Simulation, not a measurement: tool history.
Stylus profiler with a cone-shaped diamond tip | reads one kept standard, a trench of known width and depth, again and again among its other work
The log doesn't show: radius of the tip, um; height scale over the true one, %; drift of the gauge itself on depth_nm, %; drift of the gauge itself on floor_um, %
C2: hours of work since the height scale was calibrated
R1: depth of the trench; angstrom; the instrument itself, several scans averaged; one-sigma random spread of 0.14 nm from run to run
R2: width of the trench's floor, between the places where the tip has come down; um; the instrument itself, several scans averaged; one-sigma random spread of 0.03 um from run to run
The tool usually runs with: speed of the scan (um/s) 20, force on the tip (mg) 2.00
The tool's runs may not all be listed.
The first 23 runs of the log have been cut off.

{"run": 24, "hour": 499.2, "speed of the scan (um/s)": 20, "force on the tip (mg)": 1.83, "scans with this tip": 6471, "C2": 652, "R1": 5016.5, "R2": 14.28}
{"run": 25, "hour": 525.2, "speed of the scan (um/s)": 7, "force on the tip (mg)": 2.97, "scans with this tip": 6627, "C2": 667, "R1": 5024.8, "R2": 14.31}
{"run": 26, "hour": 539.6, "speed of the scan (um/s)": 9, "force on the tip (mg)": 3.04, "scans with this tip": 6715, "C2": 676, "R1": 5026.7, "R2": 14.28}
{"hour": 543.0, "done": "height scale calibrated on a step standard"}
{"run": 27, "hour": 553.4, "speed of the scan (um/s)": 8, "force on the tip (mg)": 0.74, "scans with this tip": 6794, "C2": 6, "R1": 5000.0, "R2": 14.22}
{"run": 28, "hour": 577.7, "speed of the scan (um/s)": 18, "force on the tip (mg)": 2.46, "scans with this tip": 6941, "C2": 21, "R1": 5018.5, "R2": 14.2}
{"run": 29, "hour": 604.2, "speed of the scan (um/s)": 18, "force on the tip (mg)": 2.46, "scans with this tip": 7101, "C2": 37, "R1": 5017.0, "R2": 14.17}
{"run": 30, "hour": 630.3, "speed of the scan (um/s)": 18, "force on the tip (mg)": 2.46, "scans with this tip": 7259, "C2": 53, "R1": 5016.1, "R2": 14.16}
{"hour": 633.3, "done": "height scale calibrated on a step standard, once more"}
{"run": 31, "hour": 645.9, "speed of the scan (um/s)": 9, "force on the tip (mg)": 3.16, "scans with this tip": 7350, "C2": 8, "R1": 5032.6, "R2": 14.11}
{"run": 32, "hour": 670.5, "speed of the scan (um/s)": 41, "force on the tip (mg)": 3.15, "scans with this tip": 7498, "C2": 23, "R1": 5026.3, "R2": 14.02}

Estimate the outcome of run 33 from the log above:
{"run": 33, "hour": 696.2, "speed of the scan (um/s)": 7, "force on the tip (mg)": 2.0, "scans with this tip": 7653, "C2": 38, "R1": "?", "R2": "?"}

Run 33 measured R1 5021.5 angstrom, R2 14.05 um.
Take away the tool's hidden state, keep the run-to-run variation as it was, and the same run would have given R1 5024.0 angstrom, R2 15.59 um.

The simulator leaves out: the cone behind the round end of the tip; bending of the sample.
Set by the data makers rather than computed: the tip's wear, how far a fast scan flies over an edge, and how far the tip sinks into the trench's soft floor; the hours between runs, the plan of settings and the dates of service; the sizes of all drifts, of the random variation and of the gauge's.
